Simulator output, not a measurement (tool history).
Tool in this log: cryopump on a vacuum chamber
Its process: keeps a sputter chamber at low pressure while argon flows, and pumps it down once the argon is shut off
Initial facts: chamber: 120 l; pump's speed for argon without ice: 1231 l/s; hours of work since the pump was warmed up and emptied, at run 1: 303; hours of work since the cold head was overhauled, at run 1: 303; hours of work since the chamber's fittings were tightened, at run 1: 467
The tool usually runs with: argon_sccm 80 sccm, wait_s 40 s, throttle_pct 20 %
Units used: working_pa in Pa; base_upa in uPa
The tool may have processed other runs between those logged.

run	hour	argon_sccm	wait_s	throttle_pct	hours of work since the pump was warmed up and emptied	hours of work since the cold head was overhauled	hours of work since the chamber's fittings were tightened	working_pa	base_upa
1	0.0	80	40	20	303	303	467	0.5636	2.77
2	18.4	72	40	20	311	311	475	0.5022	2.81
3	27.7	72	40	20	315	315	479	0.5079	2.83
4	43.8	72	40	20	322	322	486	0.5064	2.90
5	54.0	80	40	20	326	326	490	0.5635	2.94
6	71.7	80	40	20	334	334	498	0.5634	2.91
7	82.2	80	40	20	339	339	502	0.5625	2.86
8	96.6	67	40	20	345	345	509	0.4707	2.97
9	105.6	67	40	20	349	349	513	0.4687	2.80
10	119.1	80	141	20	355	355	519	0.5611	1.73
11	140.7	130	40	20	364	364	528	0.9116	2.97
12	149.4	80	31	20	368	368	532	0.5614	3.41
13	161.6	80	31	20	373	373	537	0.5658	3.48
14	178.6	80	24	20	381	381	544	0.5668	4.06
15	191.4	80	24	20	386	386	550	0.5624	4.25
16	201.2	80	24	20	391	391	554	0.5635	4.13
17	218.7	80	24	20	398	398	562	0.5669	4.09
18	238.7	41	48	17	407	407	571	0.3377	2.75
19	256.1	41	48	17	415	415	578	0.3393	2.78
20	275.7	41	48	17	423	423	587	0.3374	2.83
21	296.8	82	209	20	432	432	596	0.5793	1.77
22	311.9	82	209	20	439	439	603	0.5795	1.80
23	333.1	41	153	20	448	448	612	0.2890	1.87
24	345.5	41	153	20	454	454	617	0.2896	1.91
25	354.6	41	153	20	458	458	621	0.2916	1.98
26	371.3	41	153	20	465	465	629	0.2874	1.98
27	387.8	80	59	16	472	472	636	0.7081	2.71
28	405.1	140	37	43	480	480	643	0.4776	3.36
29	424.0	76	241	18	488	488	652	0.5973	1.95
30	445.0	76	241	18	497	497	661	0.5999	1.97
31	456.5	76	241	18	502	502	666	0.5960	1.93
32	468.9	76	241	18	507	507	671	0.5957	1.90
33	478.9	50	43	24	512	512	676	0.2993	3.14

What does the tool deliver on the next run?
34	492.5	45	40	22	518	518	681	?	?

working_pa: 0.2904 Pa
base_upa: 3.41 uPa
With the hidden condition absent and the run-to-run variation left alone, this run would have shown working_pa 0.2794 Pa, base_upa 1.95 uPa.
